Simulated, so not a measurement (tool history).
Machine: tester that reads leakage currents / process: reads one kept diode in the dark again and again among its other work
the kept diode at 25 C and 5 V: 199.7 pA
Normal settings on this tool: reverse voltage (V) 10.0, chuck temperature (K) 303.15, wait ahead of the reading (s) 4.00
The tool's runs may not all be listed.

| run | hour | reverse voltage (V) | chuck temperature (K) | wait ahead of the reading (s) | current that the tester gives (pA) |
|---|---|---|---|---|---|
| 1 | 0.0 | 10.0 | 303.15 | 4.00 | 408.22 |
| 2 | 218.9 | 10.0 | 303.15 | 4.00 | 405.62 |
| 3 | 442.8 | 10.0 | 303.15 | 4.00 | 403.64 |
| 4 | 584.1 | 10.0 | 303.15 | 4.00 | 403.66 |
|  | 733.6 | probe card cleaned and baked |
| 5 | 775.7 | 11.2 | 303.15 | 4.00 | 428.15 |
| 6 | 902.8 | 10.0 | 303.15 | 4.00 | 403.94 |
| 7 | 1119.1 | 10.0 | 303.15 | 5.55 | 400.77 |
| 8 | 1334.9 | 10.5 | 298.15 | 7.47 | 291.45 |
| 9 | 1536.9 | 10.5 | 298.15 | 7.47 | 290.46 |
| 10 | 1688.9 | 10.5 | 298.15 | 7.47 | 289.43 |
| 11 | 1852.8 | 10.5 | 298.15 | 7.47 | 289.15 |
| 12 | 1971.2 | 4.1 | 303.15 | 1.51 | 259.15 |

5 ways to go on from here, each from the tool as it stands after run 12. What would each give?
| A | 2098.1 | 6.0 | 303.15 | 4.00 | ? |
| B | 2098.1 | 12.6 | 320.15 | 4.00 | ? |
| C | 2098.1 | 2.2 | 308.15 | 4.00 | ? |
| D | 2098.1 | 3.3 | 296.15 | 0.56 | ? |
| E | 2098.1 | 4.5 | 307.15 | 4.00 | ? |

| run | current that the tester gives (pA) |
|---|---|
| A | 308.20 |
| B | 1357.89 |
| C | 275.16 |
| D | 142.15 |
| E | 354.73 |
Had the tool no hidden state, the same runs would have come out as:
| run | current that the tester gives (pA) |
|---|---|
| A | 316.64 |
| B | 1439.13 |
| C | 295.94 |
| D | 144.37 |
| E | 374.26 |
